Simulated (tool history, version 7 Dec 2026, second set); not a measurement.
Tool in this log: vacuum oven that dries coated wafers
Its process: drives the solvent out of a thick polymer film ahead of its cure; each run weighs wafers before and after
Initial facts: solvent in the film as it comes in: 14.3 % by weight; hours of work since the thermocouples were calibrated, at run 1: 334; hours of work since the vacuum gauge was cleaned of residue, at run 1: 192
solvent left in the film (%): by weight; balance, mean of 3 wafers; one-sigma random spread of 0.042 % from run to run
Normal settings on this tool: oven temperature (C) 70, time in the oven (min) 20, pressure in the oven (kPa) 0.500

| run | hour | oven temperature (C) | time in the oven (min) | pressure in the oven (kPa) | hours of work since the thermocouples were calibrated | hours of work since the vacuum gauge was cleaned of residue | solvent left in the film (%) |
|---|---|---|---|---|---|---|---|
| 1 | 0.0 | 70 | 20 | 0.500 | 334 | 192 | 2.43 |
| 2 | 30.4 | 70 | 20 | 0.500 | 353 | 210 | 2.38 |
| 3 | 47.2 | 70 | 20 | 0.500 | 363 | 221 | 2.43 |
| 4 | 66.0 | 70 | 20 | 0.500 | 375 | 232 | 2.38 |
| 5 | 88.4 | 70 | 20 | 0.500 | 388 | 246 | 2.44 |
| 6 | 119.0 | 70 | 25 | 0.500 | 407 | 264 | 1.73 |
| 7 | 135.9 | 70 | 25 | 0.500 | 417 | 275 | 1.73 |
| 8 | 156.6 | 70 | 25 | 0.500 | 430 | 287 | 1.63 |
| 9 | 172.3 | 55 | 20 | 0.500 | 439 | 297 | 6.64 |
| 10 | 187.0 | 55 | 20 | 0.500 | 448 | 306 | 6.57 |
| 11 | 203.4 | 70 | 20 | 0.500 | 458 | 316 | 2.39 |
| 12 | 220.3 | 75 | 20 | 0.500 | 469 | 326 | 1.40 |
| 13 | 244.7 | 75 | 20 | 0.500 | 484 | 341 | 1.33 |
| 14 | 277.0 | 70 | 20 | 0.500 | 503 | 361 | 2.39 |
| 15 | 310.7 | 70 | 20 | 0.500 | 524 | 381 | 2.41 |
| 16 | 341.1 | 70 | 20 | 0.500 | 542 | 400 | 2.37 |
| 17 | 366.7 | 69 | 20 | 0.500 | 558 | 415 | 2.61 |
| 18 | 380.7 | 69 | 20 | 0.500 | 567 | 424 | 2.64 |
| 19 | 412.2 | 69 | 20 | 0.500 | 586 | 443 | 2.58 |
| 20 | 435.6 | 69 | 20 | 0.500 | 600 | 457 | 2.58 |
| 21 | 455.0 | 64 | 12 | 0.265 | 612 | 469 | 6.05 |
| 22 | 488.3 | 64 | 12 | 0.265 | 632 | 490 | 6.04 |
| 23 | 507.6 | 79 | 16 | 0.959 | 644 | 501 | 1.36 |
| 24 | 527.5 | 71 | 16 | 0.293 | 656 | 513 | 2.88 |
| 25 | 544.3 | 63 | 11 | 0.500 | 666 | 524 | 6.57 |
| 26 | 574.4 | 70 | 20 | 1.406 | 685 | 542 | 2.75 |
| 27 | 606.2 | 79 | 20 | 1.406 | 704 | 561 | 1.07 |
| 28 | 634.9 | 70 | 20 | 0.812 | 722 | 579 | 2.50 |
| 29 | 667.6 | 59 | 18 | 0.319 | 741 | 599 | 5.80 |
| 30 | 695.0 | 84 | 11 | 0.558 | 758 | 616 | 1.47 |
| 31 | 725.2 | 56 | 12 | 0.848 | 777 | 634 | 8.22 |
| 32 | 740.2 | 56 | 10 | 1.256 | 786 | 643 | 8.89 |
| 33 | 768.7 | 56 | 28 | 1.256 | 803 | 661 | 5.33 |
| 34 | 787.6 | 61 | 28 | 1.555 | 815 | 672 | 4.02 |
| 35 | 804.8 | 61 | 28 | 0.857 | 825 | 683 | 3.65 |
| 36 | 827.2 | 61 | 28 | 0.857 | 839 | 696 | 3.62 |
| 37 | 849.1 | 61 | 28 | 0.857 | 852 | 710 | 3.53 |
| 38 | 869.7 | 61 | 28 | 0.857 | 865 | 722 | 3.52 |
| 39 | 884.0 | 61 | 28 | 0.857 | 873 | 731 | 3.53 |
| 40 | 916.6 | 61 | 28 | 0.857 | 893 | 751 | 3.55 |

Below are 3 alternative next runs, each starting from the tool's condition after run 40. Predict each:
| A | 939.3 | 61 | 12 | 0.708 | 907 | 765 | ? |
| B | 939.3 | 78 | 27 | 1.980 | 907 | 765 | ? |
| C | 939.3 | 76 | 15 | 0.857 | 907 | 765 | ? |

| run | solvent left in the film (%) |
|---|---|
| A | 6.90 |
| B | 0.89 |
| C | 2.03 |
Without the tool's hidden state the same runs would have given:
| run | solvent left in the film (%) |
|---|---|
| A | 7.22 |
| B | 0.97 |
| C | 2.31 |

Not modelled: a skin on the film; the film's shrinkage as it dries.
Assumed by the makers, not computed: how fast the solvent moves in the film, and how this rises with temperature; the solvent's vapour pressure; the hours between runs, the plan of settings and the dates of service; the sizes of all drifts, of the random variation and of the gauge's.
